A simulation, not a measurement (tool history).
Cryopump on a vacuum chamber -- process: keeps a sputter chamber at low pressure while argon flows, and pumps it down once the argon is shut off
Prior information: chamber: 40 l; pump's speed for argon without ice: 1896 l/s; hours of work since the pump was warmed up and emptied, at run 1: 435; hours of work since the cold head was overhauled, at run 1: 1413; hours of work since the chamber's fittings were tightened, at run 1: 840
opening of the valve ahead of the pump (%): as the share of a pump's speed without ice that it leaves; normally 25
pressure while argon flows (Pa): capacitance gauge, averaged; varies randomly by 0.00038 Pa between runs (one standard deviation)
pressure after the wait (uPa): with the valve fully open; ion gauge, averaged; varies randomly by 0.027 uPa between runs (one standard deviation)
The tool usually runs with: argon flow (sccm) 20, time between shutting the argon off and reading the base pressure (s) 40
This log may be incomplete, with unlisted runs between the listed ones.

run,hour,argon flow (sccm),time between shutting the argon off and reading the base pressure (s),opening of the valve ahead of the pump (%),hours of work since the pump was warmed up and emptied,hours of work since the cold head was overhauled,hours of work since the chamber's fittings were tightened,pressure while argon flows (Pa),pressure after the wait (uPa)
1,0,20,40,25,435,1413,840,0.0733,2.63
2,52.1,20,222,25,470,1448,875,0.0738,1.86
3,102.3,20,222,25,503,1481,909,0.0739,1.91
4,130.2,20,222,25,522,1500,927,0.0736,1.89
5,160.6,20,222,25,542,1520,947,0.0733,1.95
6,195.2,20,40,16,565,1543,971,0.1144,2.87
7,230.8,20,40,16,589,1567,994,0.1143,2.94
8,253.5,20,40,16,604,1582,1009,0.114,3.07
9,296.8,20,252,16,633,1611,1038,0.1149,2.09
10,329.2,20,40,52,655,1632,1060,0.0373,3.11
11,377,20,40,52,687,1664,1092,0.0373,3.18
12,404.1,20,52,33,705,1682,1110,0.0574,2.98
13,458.5,8,34,17,741,1718,1146,0.043,3.44
14,497.4,20,40,17,767,1744,1172,0.1091,3.32
15,537.4,20,40,17,794,1771,1199,0.1092,3.53
# hour 543.7: leaking fittings of the chamber tightened, without venting
16,592.4,26,40,42,829,1806,32,0.061,1.38
17,645.5,25,23,39,864,1842,68,0.0627,2.26
18,683.8,32,47,25,890,1867,93,0.1209,1.32
19,732.9,20,48,25,923,1900,126,0.0762,1.37
20,768.9,20,48,25,947,1924,150,0.0759,1.41
# hour 781.4: pump warmed up, emptied and cooled again
21,810.3,12,40,25,19,1948,174,0.0431,1.54
22,833.9,10,165,18,35,1964,190,0.049,0.75

Consider 3 possible next runs. They are alternatives, not a sequence: every one starts from the tool as it was left by run 22. What does each give?
A,862.4,20,92,25,54,1983,209,?,?
B,862.4,10,30,16,54,1983,209,?,?
C,862.4,20,57,50,54,1983,209,?,?

run,pressure while argon flows (Pa),pressure after the wait (uPa)
A,0.0729,0.98
B,0.0563,1.97
C,0.0364,1.3
With no hidden state in the tool, these same runs would have given:
run,pressure while argon flows (Pa),pressure after the wait (uPa)
A,0.072,0.63
B,0.0558,1.61
C,0.0355,0.94
